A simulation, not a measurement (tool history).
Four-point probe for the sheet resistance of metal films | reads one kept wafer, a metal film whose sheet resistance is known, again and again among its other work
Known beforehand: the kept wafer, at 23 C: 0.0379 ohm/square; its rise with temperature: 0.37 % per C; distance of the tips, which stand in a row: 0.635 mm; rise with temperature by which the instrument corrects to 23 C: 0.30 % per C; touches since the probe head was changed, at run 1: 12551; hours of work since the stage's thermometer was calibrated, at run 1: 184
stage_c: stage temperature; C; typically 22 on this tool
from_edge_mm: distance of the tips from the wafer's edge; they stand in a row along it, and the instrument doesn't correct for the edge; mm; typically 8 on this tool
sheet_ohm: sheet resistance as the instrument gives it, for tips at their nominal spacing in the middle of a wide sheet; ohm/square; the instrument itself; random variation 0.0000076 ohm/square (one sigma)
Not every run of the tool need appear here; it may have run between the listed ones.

run	hour	stage_c	from_edge_mm	touches since the probe head was changed	hours of work since the stage's thermometer was calibrated	sheet_ohm
1	0	22	8	12551	184	0.038039
2	32.9	22	8	13103	208	0.038041
3	64.2	22	8	13627	230	0.038044
4	107.9	22	24	14360	261	0.037918
5	143.9	23	8	14964	287	0.038066
6	191.4	23	8	15761	322	0.038071
7	231.4	23	8	16432	350	0.038061
8	264.4	25	8	16985	374	0.038119
9	327.9	22	8	18049	420	0.038048
10	364.2	32	8	18658	446	0.038275
11	423.6	22	7	19654	489	0.038065
12	459.8	22	7	20261	515	0.038087
13	485.7	22	7	20695	533	0.038063
14	515.6	32	8	21197	555	0.038267
15	559.2	20	26	21928	586	0.037868
16	600.8	24	6	22626	616	0.038182
17	642.1	24	6	23318	646	0.038179
18	667.7	24	44	23747	664	0.037954
19	707.4	24	44	24412	693	0.037959
20	733	24	44	24843	711	0.037953
21	794.5	35	15	25874	755	0.038256
22	822.4	22	74	26341	775	0.037894
23	876.6	22	8	27250	814	0.038024
24	906.7	23	9	27754	836	0.038031
25	965.9	23	9	28747	879	0.038026

Here are 3 independent what-if runs from the current tool condition. What would each one return?
A	1014.8	30	29	29568	914	?
B	1014.8	23	16	29568	914	?
C	1014.8	19	43	29568	914	?

run	sheet_ohm
A	0.038105
B	0.037951
C	0.037818
Stripped of hidden state, with their random variation kept, the same runs would have yielded:
run	sheet_ohm
A	0.038082
B	0.03793
C	0.037798
